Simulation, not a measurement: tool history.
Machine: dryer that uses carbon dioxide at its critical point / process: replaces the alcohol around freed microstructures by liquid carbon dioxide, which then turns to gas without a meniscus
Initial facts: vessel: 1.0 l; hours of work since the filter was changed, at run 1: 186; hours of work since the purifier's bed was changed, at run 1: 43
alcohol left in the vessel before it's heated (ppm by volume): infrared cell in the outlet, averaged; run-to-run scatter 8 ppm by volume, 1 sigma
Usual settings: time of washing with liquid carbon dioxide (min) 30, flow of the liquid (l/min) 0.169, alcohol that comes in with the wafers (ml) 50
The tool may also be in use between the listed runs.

run	day	time of washing with liquid carbon dioxide (min)	flow of the liquid (l/min)	alcohol that comes in with the wafers (ml)	hours of work since the filter was changed	hours of work since the purifier's bed was changed	alcohol left in the vessel before it's heated (ppm by volume)
1	0.000	30	0.169	50	186	43	531
2	0.404	30	0.169	50	193	50	539
3	0.646	45	0.169	50	197	54	69
4	1.121	45	0.169	50	205	61	78
5	1.600	45	0.169	50	212	69	65
6	2.071	45	0.169	50	220	77	78
7	2.392	45	0.169	50	225	82	78
8	2.808	45	0.169	50	232	89	85
9	3.300	45	0.169	41	240	97	67
10	3.642	45	0.169	41	245	102	72
11	4.038	30	0.169	69	252	109	787
12	4.279	30	0.169	40	256	113	471
# day 4.546: inlet filter changed
13	4.858	30	0.169	40	5	121	354
14	5.088	30	0.169	40	9	125	365
15	5.483	30	0.169	40	15	131	381
16	5.992	30	0.169	40	23	140	386
17	6.396	30	0.169	50	30	146	463
18	6.625	30	0.169	50	34	150	453
19	7.008	30	0.169	50	40	156	479
20	7.462	38	0.108	31	47	163	700
21	7.700	38	0.108	31	51	167	694
22	8.096	30	0.127	73	57	173	2164
23	8.446	38	0.125	91	63	179	1140
24	8.833	30	0.169	27	69	185	285
25	9.083	43	0.169	27	73	189	74
26	9.612	30	0.169	51	82	198	518
27	9.967	30	0.169	51	88	204	502
28	10.483	42	0.169	51	96	212	108
29	10.892	30	0.189	50	103	219	319
30	11.300	30	0.169	78	109	225	783
31	11.550	19	0.264	92	113	229	995
32	11.817	23	0.266	50	118	234	240
33	12.129	19	0.122	50	123	239	6180
34	12.629	23	0.204	54	131	247	774
35	13.162	19	0.169	50	139	255	2719
36	13.638	21	0.221	65	147	263	1010

Below are 3 alternative next runs, each starting from the tool's condition after run 36. Predict each:
A	13.917	18	0.221	65	152	268	?
B	13.917	30	0.138	92	152	268	?
C	13.917	42	0.169	54	152	268	?

run	alcohol left in the vessel before it's heated (ppm by volume)
A	1777
B	2162
C	136
With the hidden condition removed and each run's random variation left untouched, the same runs would have given:
run	alcohol left in the vessel before it's heated (ppm by volume)
A	1502
B	1824
C	67

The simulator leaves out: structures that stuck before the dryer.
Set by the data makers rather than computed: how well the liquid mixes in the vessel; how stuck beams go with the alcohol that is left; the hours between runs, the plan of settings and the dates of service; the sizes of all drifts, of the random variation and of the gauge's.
